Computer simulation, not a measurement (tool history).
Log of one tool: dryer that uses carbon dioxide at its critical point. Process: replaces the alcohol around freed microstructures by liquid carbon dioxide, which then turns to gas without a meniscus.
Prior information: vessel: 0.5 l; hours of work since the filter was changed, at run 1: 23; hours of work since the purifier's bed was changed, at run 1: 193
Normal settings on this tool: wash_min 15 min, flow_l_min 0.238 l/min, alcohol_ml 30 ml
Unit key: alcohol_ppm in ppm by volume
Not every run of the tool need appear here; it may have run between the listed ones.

| run | hour | wash_min | flow_l_min | alcohol_ml | hours of work since the filter was changed | hours of work since the purifier's bed was changed | alcohol_ppm |
|---|---|---|---|---|---|---|---|
| 1 | 0 | 15 | 0.238 | 30 | 23 | 193 | 283 |
| 2 | 14.1 | 15 | 0.238 | 112 | 30 | 201 | 1077 |
| 3 | 25.7 | 15 | 0.238 | 30 | 36 | 207 | 297 |
| 4 | 35.1 | 15 | 0.238 | 30 | 41 | 211 | 322 |
| 5 | 51.9 | 15 | 0.238 | 30 | 50 | 220 | 339 |
| 6 | 68 | 15 | 0.285 | 30 | 58 | 228 | 129 |
| 7 | 78.1 | 15 | 0.285 | 30 | 63 | 234 | 147 |
| 8 | 93.8 | 15 | 0.238 | 30 | 71 | 242 | 354 |
| 9 | 106.7 | 15 | 0.238 | 30 | 78 | 248 | 383 |
| 10 | 125.8 | 15 | 0.238 | 30 | 88 | 258 | 391 |
| 11 | 135.2 | 15 | 0.238 | 30 | 92 | 263 | 404 |
| 12 | 154.4 | 15 | 0.234 | 30 | 102 | 273 | 455 |
| 13 | 162.7 | 15 | 0.315 | 23 | 107 | 277 | 92 |
| 14 | 179.7 | 15 | 0.315 | 23 | 115 | 286 | 97 |
| 15 | 191.7 | 15 | 0.262 | 23 | 121 | 292 | 250 |
| 16 | 208.8 | 10 | 0.238 | 23 | 130 | 301 | 1772 |
| 17 | 218.1 | 10 | 0.238 | 23 | 135 | 306 | 1879 |
| 18 | 233.5 | 9 | 0.324 | 48 | 143 | 313 | 2062 |
| 19 | 244.8 | 9 | 0.324 | 48 | 149 | 319 | 2140 |
| 20 | 261.8 | 10 | 0.238 | 21 | 158 | 328 | 1833 |
| 21 | 279.3 | 14 | 0.238 | 34 | 167 | 337 | 891 |
| 22 | 288.8 | 15 | 0.241 | 91 | 171 | 342 | 1667 |
| 23 | 304.8 | 15 | 0.241 | 91 | 180 | 350 | 1773 |

Below are 3 alternative next runs, each starting from the tool's condition after run 23. Predict each:
|  | 309.8 | inlet filter changed |
| A | 323 | 16 | 0.263 | 62 | 7 | 359 | ? |
|  | 309.8 | inlet filter changed |
| B | 323 | 15 | 0.278 | 36 | 7 | 359 | ? |
|  | 309.8 | inlet filter changed |
| C | 323 | 15 | 0.179 | 30 | 7 | 359 | ? |

| run | alcohol_ppm |
|---|---|
| A | 220 |
| B | 149 |
| C | 930 |
What these runs would have given with no unlogged condition in the tool:
| run | alcohol_ppm |
|---|---|
| A | 184 |
| B | 115 |
| C | 878 |

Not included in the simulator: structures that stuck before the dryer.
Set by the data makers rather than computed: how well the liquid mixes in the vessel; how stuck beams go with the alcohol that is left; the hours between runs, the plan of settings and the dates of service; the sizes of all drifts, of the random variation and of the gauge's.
